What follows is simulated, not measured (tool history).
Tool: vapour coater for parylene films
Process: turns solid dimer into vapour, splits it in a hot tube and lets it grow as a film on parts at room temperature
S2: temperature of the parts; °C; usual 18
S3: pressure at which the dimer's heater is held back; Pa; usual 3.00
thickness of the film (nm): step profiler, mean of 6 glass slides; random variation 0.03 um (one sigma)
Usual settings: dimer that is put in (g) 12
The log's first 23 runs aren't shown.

Run 24, hour 489.1: usual settings but dimer that is put in (g) 20, S2 12 °C, S3 8.58 Pa. Result: thickness of the film (nm) 8570.
Run 25, hour 507.0: usual settings but dimer that is put in (g) 6, S3 4.90 Pa. Result: thickness of the film (nm) 2130.
Run 26, hour 523.4: usual settings but dimer that is put in (g) 14, S2 17 °C, S3 10.57 Pa. Result: thickness of the film (nm) 4610.
Run 27, hour 543.1: usual settings but dimer that is put in (g) 13, S2 11 °C, S3 11.61 Pa. Result: thickness of the film (nm) 5690.
Run 28, hour 559.1: usual settings but dimer that is put in (g) 13, S2 11 °C, S3 11.61 Pa. Result: thickness of the film (nm) 5600.
Run 29, hour 583.2: usual settings but S3 6.04 Pa. Result: thickness of the film (nm) 4070.
Run 30, hour 603.9: usual settings but S2 27 °C, S3 2.39 Pa. Result: thickness of the film (nm) 3040.
Run 31, hour 629.6: usual settings but dimer that is put in (g) 8, S2 27 °C, S3 11.90 Pa. Result: thickness of the film (nm) 1630.
Run 32, hour 656.9: usual settings but dimer that is put in (g) 8, S2 27 °C, S3 11.90 Pa. Result: thickness of the film (nm) 1620.
Run 33, hour 673.4: usual settings but dimer that is put in (g) 8, S2 27 °C, S3 11.90 Pa. Result: thickness of the film (nm) 1650.
Run 34, hour 695.7: usual settings but dimer that is put in (g) 22, S3 2.49 Pa. Result: thickness of the film (nm) 8360.
Run 35, hour 723.6: usual settings but dimer that is put in (g) 22, S3 2.49 Pa. Result: thickness of the film (nm) 8480.

3 ways to go on from here, each from the tool as it stands after run 35. What would each give?
Run A, hour 745.3: usual settings but S2 15 °C, S3 7.55 Pa. Result: thickness of the film (nm) ?.
Run B, hour 745.3: usual settings but S2 26 °C, S3 4.83 Pa. Result: thickness of the film (nm) ?.
Run C, hour 745.3: usual settings but dimer that is put in (g) 10, S3 6.10 Pa. Result: thickness of the film (nm) ?.

run  thickness of the film (nm)
  A                        4560
  B                        2920
  C                        3360
Without the tool's hidden state the same runs would have given:
run  thickness of the film (nm)
  A                        4560
  B                        2920
  C                        3370

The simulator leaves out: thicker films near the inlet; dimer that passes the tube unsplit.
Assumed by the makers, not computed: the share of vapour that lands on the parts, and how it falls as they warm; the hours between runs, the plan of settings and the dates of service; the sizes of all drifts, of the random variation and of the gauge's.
